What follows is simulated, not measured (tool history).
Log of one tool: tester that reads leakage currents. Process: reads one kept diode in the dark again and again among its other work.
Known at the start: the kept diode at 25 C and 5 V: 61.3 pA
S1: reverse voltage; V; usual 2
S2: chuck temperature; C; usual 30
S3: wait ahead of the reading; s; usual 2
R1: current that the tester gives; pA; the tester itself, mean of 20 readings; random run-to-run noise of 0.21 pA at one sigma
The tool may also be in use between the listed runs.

| run | day | S1 | S2 | S3 | R1 |
|---|---|---|---|---|---|
| 1 | 0 | 2 | 30 | 2 | 65.15 |
| 2 | 6.488 | 2 | 30 | 5.1 | 64.65 |
| 3 | 12.412 | 2 | 30 | 5.1 | 64.12 |
| 4 | 19.85 | 2 | 30 | 5.1 | 63.61 |
| 5 | 24.621 | 2 | 30 | 5.1 | 63.65 |
|  | 29.896 | chuck's temperature calibrated |
| 6 | 29.896 | 2 | 36 | 2 | 106.13 |
|  | 35.883 | probe card cleaned and baked |
| 7 | 37.588 | 2 | 36 | 2 | 104.59 |
| 8 | 42.567 | 2 | 36 | 2 | 103.62 |
| 9 | 45.9 | 2 | 36 | 2 | 103.14 |
|  | 46.446 | tester calibrated |
| 10 | 51.367 | 2 | 30 | 2 | 65.27 |
| 11 | 57.092 | 2 | 40 | 2 | 137.01 |
| 12 | 64.333 | 2 | 30 | 2.04 | 63.76 |
| 13 | 68.571 | 2 | 30 | 2 | 63.62 |
|  | 73.517 | tester calibrated, once more |
| 14 | 75.612 | 2 | 30 | 4.24 | 64.59 |
| 15 | 83.108 | 2 | 30 | 4.24 | 63.17 |
| 16 | 88.75 | 6.21 | 34 | 4.81 | 127.65 |
| 17 | 95.692 | 6.21 | 52 | 4.81 | 455.63 |
| 18 | 103.262 | 6.21 | 52 | 4.81 | 456.65 |
|  | 109.288 | chuck's temperature calibrated |
| 19 | 111.05 | 4.82 | 45 | 2.64 | 281.03 |
| 20 | 114.383 | 8.75 | 45 | 6.06 | 343.26 |
| 21 | 118.558 | 2 | 51 | 2 | 309.99 |
|  | 121.496 | probe card cleaned and baked |
| 22 | 126.583 | 1.6 | 23 | 0.95 | 35.72 |
| 23 | 130.8 | 8.97 | 30 | 3.66 | 109.58 |
| 24 | 137.883 | 12.47 | 29 | 0.64 | 120.33 |
| 25 | 143.562 | 12.47 | 58 | 5.83 | 895.63 |
| 26 | 150.375 | 12.47 | 58 | 5.83 | 890.68 |
| 27 | 157.5 | 12.47 | 58 | 5.83 | 882.58 |
| 28 | 161.192 | 12.47 | 58 | 5.83 | 880.47 |

What if the next run were any one of these 5? Each begins from the tool's condition after run 28:
| A | 168.283 | 11.07 | 25 | 1.25 | ? |
| B | 168.283 | 1.83 | 58 | 1.47 | ? |
| C | 168.283 | 13.1 | 22 | 0.38 | ? |
| D | 168.283 | 1.49 | 30 | 9.18 | ? |
| E | 168.283 | 16.36 | 31 | 7.05 | ? |

| run | R1 |
|---|---|
| A | 82.56 |
| B | 453.91 |
| C | 79.93 |
| D | 57.16 |
| E | 144.49 |
With no hidden state in the tool, these same runs would have given:
| run | R1 |
|---|---|
| A | 84.09 |
| B | 483.55 |
| C | 79.76 |
| D | 60.99 |
| E | 148.49 |
